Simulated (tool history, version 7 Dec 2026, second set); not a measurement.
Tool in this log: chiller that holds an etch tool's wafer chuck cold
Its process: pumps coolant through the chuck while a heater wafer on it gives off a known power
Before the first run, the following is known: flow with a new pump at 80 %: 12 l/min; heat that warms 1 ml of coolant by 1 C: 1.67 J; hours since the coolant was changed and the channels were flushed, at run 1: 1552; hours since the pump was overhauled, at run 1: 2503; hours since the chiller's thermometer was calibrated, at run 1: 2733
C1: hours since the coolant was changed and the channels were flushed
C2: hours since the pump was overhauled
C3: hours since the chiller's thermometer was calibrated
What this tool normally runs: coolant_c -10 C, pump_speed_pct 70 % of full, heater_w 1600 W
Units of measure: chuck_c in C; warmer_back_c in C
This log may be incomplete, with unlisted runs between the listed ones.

{"run": 1, "hour": 0.0, "coolant_c": -10, "pump_speed_pct": 70, "heater_w": 1600, "C1": 1552, "C2": 2503, "C3": 2733, "chuck_c": 8.5, "warmer_back_c": 5.56}
{"run": 2, "hour": 162.8, "coolant_c": -10, "pump_speed_pct": 70, "heater_w": 1600, "C1": 1715, "C2": 2666, "C3": 2896, "chuck_c": 8.5, "warmer_back_c": 5.53}
{"run": 3, "hour": 262.5, "coolant_c": -10, "pump_speed_pct": 70, "heater_w": 1600, "C1": 1815, "C2": 2765, "C3": 2996, "chuck_c": 8.6, "warmer_back_c": 5.55}
{"run": 4, "hour": 389.5, "coolant_c": -10, "pump_speed_pct": 70, "heater_w": 1600, "C1": 1942, "C2": 2892, "C3": 3123, "chuck_c": 8.6, "warmer_back_c": 5.55}
{"run": 5, "hour": 545.0, "coolant_c": -10, "pump_speed_pct": 70, "heater_w": 1057, "C1": 2097, "C2": 3048, "C3": 3278, "chuck_c": 2.3, "warmer_back_c": 3.8}
{"run": 6, "hour": 629.1, "coolant_c": -10, "pump_speed_pct": 70, "heater_w": 1600, "C1": 2181, "C2": 3132, "C3": 3362, "chuck_c": 8.7, "warmer_back_c": 5.61}
{"run": 7, "hour": 754.8, "coolant_c": -11, "pump_speed_pct": 67, "heater_w": 2190, "C1": 2307, "C2": 3258, "C3": 3488, "chuck_c": 15.4, "warmer_back_c": 8.04}
{"run": 8, "hour": 864.1, "coolant_c": -10, "pump_speed_pct": 91, "heater_w": 1600, "C1": 2416, "C2": 3367, "C3": 3597, "chuck_c": 5, "warmer_back_c": 4.41}
{"run": 9, "hour": 1040.2, "coolant_c": -7, "pump_speed_pct": 91, "heater_w": 825, "C1": 2592, "C2": 3543, "C3": 3773, "chuck_c": 0.7, "warmer_back_c": 2.32}
{"run": 10, "hour": 1154.9, "coolant_c": -20, "pump_speed_pct": 73, "heater_w": 2301, "C1": 2707, "C2": 3658, "C3": 3888, "chuck_c": 5.8, "warmer_back_c": 7.82}
{"run": 11, "hour": 1263.8, "coolant_c": -16, "pump_speed_pct": 79, "heater_w": 1032, "C1": 2816, "C2": 3767, "C3": 3997, "chuck_c": -5.2, "warmer_back_c": 3.35}
{"run": 12, "hour": 1353.1, "coolant_c": -14, "pump_speed_pct": 76, "heater_w": 1600, "C1": 2905, "C2": 3856, "C3": 4086, "chuck_c": 3.4, "warmer_back_c": 5.33}

5 options for the next run, each taken on its own from the tool as it stands now. Forecast them:
{"run": "A", "hour": 1517.8, "coolant_c": -14, "pump_speed_pct": 90, "heater_w": 1600, "C1": 3070, "C2": 4021, "C3": 4251, "chuck_c": "?", "warmer_back_c": "?"}
{"run": "B", "hour": 1517.8, "coolant_c": -18, "pump_speed_pct": 68, "heater_w": 2057, "C1": 3070, "C2": 4021, "C3": 4251, "chuck_c": "?", "warmer_back_c": "?"}
{"run": "C", "hour": 1517.8, "coolant_c": -14, "pump_speed_pct": 72, "heater_w": 2111, "C1": 3070, "C2": 4021, "C3": 4251, "chuck_c": "?", "warmer_back_c": "?"}
{"run": "D", "hour": 1517.8, "coolant_c": -10, "pump_speed_pct": 70, "heater_w": 2347, "C1": 3070, "C2": 4021, "C3": 4251, "chuck_c": "?", "warmer_back_c": "?"}
{"run": "E", "hour": 1517.8, "coolant_c": -14, "pump_speed_pct": 79, "heater_w": 1889, "C1": 3070, "C2": 4021, "C3": 4251, "chuck_c": "?", "warmer_back_c": "?"}

run=A chuck_c=1 warmer_back_c=4.51
run=B chuck_c=6.6 warmer_back_c=7.63
run=C chuck_c=9.9 warmer_back_c=7.38
run=D chuck_c=17.3 warmer_back_c=8.41
run=E chuck_c=5.8 warmer_back_c=6.06
Without the tool's hidden state the same runs would have given:
run=A chuck_c=1 warmer_back_c=4.23
run=B chuck_c=6.6 warmer_back_c=7.34
run=C chuck_c=9.9 warmer_back_c=7.1
run=D chuck_c=17.2 warmer_back_c=8.12
run=E chuck_c=5.8 warmer_back_c=5.78
